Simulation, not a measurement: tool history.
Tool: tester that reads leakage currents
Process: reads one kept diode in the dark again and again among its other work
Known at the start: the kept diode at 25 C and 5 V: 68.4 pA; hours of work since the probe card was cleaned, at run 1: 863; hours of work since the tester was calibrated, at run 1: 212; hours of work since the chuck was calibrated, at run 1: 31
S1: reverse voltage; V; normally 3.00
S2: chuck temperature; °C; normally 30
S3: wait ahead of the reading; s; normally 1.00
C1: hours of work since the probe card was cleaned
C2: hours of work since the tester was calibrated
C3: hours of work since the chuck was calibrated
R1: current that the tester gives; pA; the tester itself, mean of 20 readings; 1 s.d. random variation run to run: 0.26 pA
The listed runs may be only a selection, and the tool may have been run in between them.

run 1 hour=0.0 | S1=3.00 S2=30 S3=1.00 | C1=863 C2=212 C3=31 | R1=87.85
run 2 hour=72.1 | S1=3.00 S2=30 S3=1.00 | C1=911 C2=260 C3=79 | R1=87.06
run 3 hour=131.6 | S1=3.00 S2=29 S3=1.00 | C1=950 C2=299 C3=118 | R1=79.82
run 4 hour=186.2 | S1=3.00 S2=29 S3=1.00 | C1=986 C2=335 C3=154 | R1=79.34
run 5 hour=266.4 | S1=3.00 S2=29 S3=1.00 | C1=1039 C2=388 C3=207 | R1=78.61
run 6 hour=341.2 | S1=3.00 S2=29 S3=1.00 | C1=1089 C2=437 C3=257 | R1=77.92
run 7 hour=401.0 | S1=3.00 S2=29 S3=1.00 | C1=1128 C2=477 C3=296 | R1=77.30
run 8 hour=458.0 | S1=3.00 S2=29 S3=1.00 | C1=1166 C2=514 C3=334 | R1=77.17
run 9 hour=499.1 | S1=3.00 S2=29 S3=1.00 | C1=1193 C2=542 C3=361 | R1=76.64
-- hour=524.4 probe card cleaned and baked
run 10 hour=540.5 | S1=3.00 S2=29 S3=1.00 | C1=11 C2=567 C3=386 | R1=79.67
run 11 hour=606.2 | S1=3.00 S2=29 S3=1.00 | C1=54 C2=610 C3=430 | R1=79.64
run 12 hour=679.6 | S1=3.00 S2=29 S3=1.00 | C1=102 C2=659 C3=478 | R1=78.54
run 13 hour=730.3 | S1=3.00 S2=29 S3=1.00 | C1=136 C2=692 C3=511 | R1=78.63
run 14 hour=806.7 | S1=3.00 S2=41 S3=1.00 | C1=186 C2=743 C3=562 | R1=201.21
run 15 hour=857.6 | S1=13.47 S2=30 S3=1.00 | C1=220 C2=776 C3=595 | R1=213.83
-- hour=924.8 probe card cleaned and baked, once more
run 16 hour=930.1 | S1=13.47 S2=30 S3=1.00 | C1=3 C2=822 C3=641 | R1=159.52
run 17 hour=965.2 | S1=3.00 S2=30 S3=1.00 | C1=27 C2=845 C3=665 | R1=70.49
run 18 hour=1003.5 | S1=3.00 S2=30 S3=1.00 | C1=52 C2=871 C3=690 | R1=70.24
-- hour=1012.2 chuck's temperature calibrated
run 19 hour=1085.1 | S1=3.00 S2=30 S3=1.00 | C1=104 C2=923 C3=48 | R1=82.47
run 20 hour=1167.2 | S1=3.00 S2=30 S3=1.00 | C1=159 C2=977 C3=102 | R1=82.06
run 21 hour=1229.6 | S1=5.36 S2=28 S3=1.00 | C1=200 C2=1019 C3=144 | R1=93.27
run 22 hour=1305.2 | S1=5.36 S2=28 S3=1.00 | C1=250 C2=1068 C3=193 | R1=92.56
run 23 hour=1342.8 | S1=5.36 S2=28 S3=1.00 | C1=275 C2=1093 C3=218 | R1=92.89
run 24 hour=1404.0 | S1=9.53 S2=30 S3=5.63 | C1=315 C2=1134 C3=259 | R1=148.47
run 25 hour=1479.6 | S1=9.53 S2=30 S3=5.63 | C1=365 C2=1184 C3=309 | R1=147.06
run 26 hour=1532.3 | S1=13.94 S2=57 S3=7.55 | C1=400 C2=1218 C3=343 | R1=1625.19
run 27 hour=1571.2 | S1=13.94 S2=57 S3=7.55 | C1=425 C2=1244 C3=369 | R1=1613.33
run 28 hour=1606.9 | S1=13.94 S2=57 S3=7.55 | C1=449 C2=1268 C3=393 | R1=1605.95
run 29 hour=1671.8 | S1=13.94 S2=57 S3=7.55 | C1=492 C2=1310 C3=435 | R1=1590.74
run 30 hour=1710.6 | S1=1.24 S2=25 S3=1.00 | C1=517 C2=1336 C3=461 | R1=30.26
run 31 hour=1787.4 | S1=1.24 S2=25 S3=1.00 | C1=568 C2=1387 C3=512 | R1=30.21
run 32 hour=1821.2 | S1=1.24 S2=25 S3=1.00 | C1=591 C2=1409 C3=534 | R1=29.99
run 33 hour=1858.7 | S1=1.24 S2=25 S3=1.00 | C1=615 C2=1434 C3=559 | R1=29.68
run 34 hour=1909.2 | S1=1.70 S2=30 S3=0.53 | C1=649 C2=1467 C3=592 | R1=55.35
run 35 hour=1983.7 | S1=2.71 S2=30 S3=4.53 | C1=698 C2=1516 C3=641 | R1=69.95
run 36 hour=2055.1 | S1=2.71 S2=30 S3=4.53 | C1=745 C2=1564 C3=689 | R1=69.09
-- hour=2064.4 chuck's temperature calibrated
run 37 hour=2137.6 | S1=1.30 S2=30 S3=4.01 | C1=798 C2=1617 C3=48 | R1=54.52
run 38 hour=2197.2 | S1=3.00 S2=30 S3=2.49 | C1=837 C2=1656 C3=88 | R1=86.48
run 39 hour=2270.6 | S1=7.03 S2=37 S3=7.21 | C1=886 C2=1705 C3=136 | R1=245.84
run 40 hour=2308.9 | S1=7.58 S2=50 S3=5.24 | C1=911 C2=1730 C3=161 | R1=725.80

Alternative continuations, all from the tool just after run 40; predict every row:
run A hour=2385.1 | S1=3.53 S2=25 S3=6.37 | C1=962 C2=1780 C3=212 | R1=?
run B hour=2385.1 | S1=10.02 S2=26 S3=2.83 | C1=962 C2=1780 C3=212 | R1=?
run C hour=2385.1 | S1=7.58 S2=50 S3=0.51 | C1=962 C2=1780 C3=212 | R1=?

run=A R1=60.67
run=B R1=123.85
run=C R1=718.58
With no hidden state in the tool, these same runs would have given:
run=A R1=56.86
run=B R1=109.90
run=C R1=739.68

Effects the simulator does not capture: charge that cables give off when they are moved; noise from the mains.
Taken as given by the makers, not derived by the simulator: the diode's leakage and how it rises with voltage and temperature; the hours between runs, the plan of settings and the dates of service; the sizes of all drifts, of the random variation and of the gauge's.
